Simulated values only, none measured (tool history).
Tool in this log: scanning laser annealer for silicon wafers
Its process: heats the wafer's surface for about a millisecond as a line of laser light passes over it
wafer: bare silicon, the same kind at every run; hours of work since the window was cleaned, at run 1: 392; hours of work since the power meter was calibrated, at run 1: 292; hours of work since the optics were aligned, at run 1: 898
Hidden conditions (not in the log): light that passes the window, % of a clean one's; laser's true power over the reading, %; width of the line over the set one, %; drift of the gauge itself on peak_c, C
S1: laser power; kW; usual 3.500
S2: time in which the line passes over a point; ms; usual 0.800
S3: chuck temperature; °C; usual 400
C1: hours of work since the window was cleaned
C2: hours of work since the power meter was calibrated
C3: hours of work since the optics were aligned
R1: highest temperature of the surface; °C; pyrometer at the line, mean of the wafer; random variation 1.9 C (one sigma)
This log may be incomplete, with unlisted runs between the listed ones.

run	hour	S1	S2	S3	C1	C2	C3	R1
1	0.0	3.500	0.800	400	392	292	898	1068
2	14.7	3.135	0.800	400	403	303	909	991
3	27.3	3.500	0.966	400	412	312	918	1123
4	35.8	3.500	0.674	400	418	318	924	1016
5	47.5	3.500	0.791	400	427	327	933	1064
6	58.3	3.500	0.662	400	435	335	941	1012
7	68.4	3.097	0.800	400	443	342	948	980
8	85.3	3.500	0.800	370	455	355	961	1032
9	93.6	3.500	0.800	370	461	361	967	1033
10	104.8	3.500	0.800	370	470	369	975	1033
11	121.7	3.500	0.800	400	482	382	988	1062
12	132.7	3.500	0.800	400	490	390	996	1059
# hour 138.5: window over the wafer cleaned
13	142.2	3.457	0.642	371	3	396	1001	993
14	154.2	3.770	0.916	400	12	405	1010	1194
15	162.8	3.039	0.800	400	18	411	1017	993
16	173.4	3.039	0.800	400	26	419	1025	991
# hour 179.8: optics aligned, line set to its width
17	186.0	3.623	0.800	400	31	424	5	1108
18	201.8	3.114	0.706	400	43	436	16	967
19	213.5	3.239	0.800	400	52	445	25	1025
20	223.8	3.500	0.800	436	59	452	33	1115
21	232.3	3.500	0.800	436	66	459	39	1115
22	240.5	3.514	0.800	425	72	465	45	1106
23	248.8	3.717	0.698	406	78	471	51	1084

What would each run have given without the hidden state, its run-to-run variation left as it was?
run	R1
1	1105
2	1024
3	1164
4	1052
5	1103
6	1048
7	1015
8	1073
9	1075
10	1075
11	1105
12	1103
13	1004
14	1210
15	1005
16	1003
17	1133
18	988
19	1049
20	1142
21	1142
22	1134
23	1112
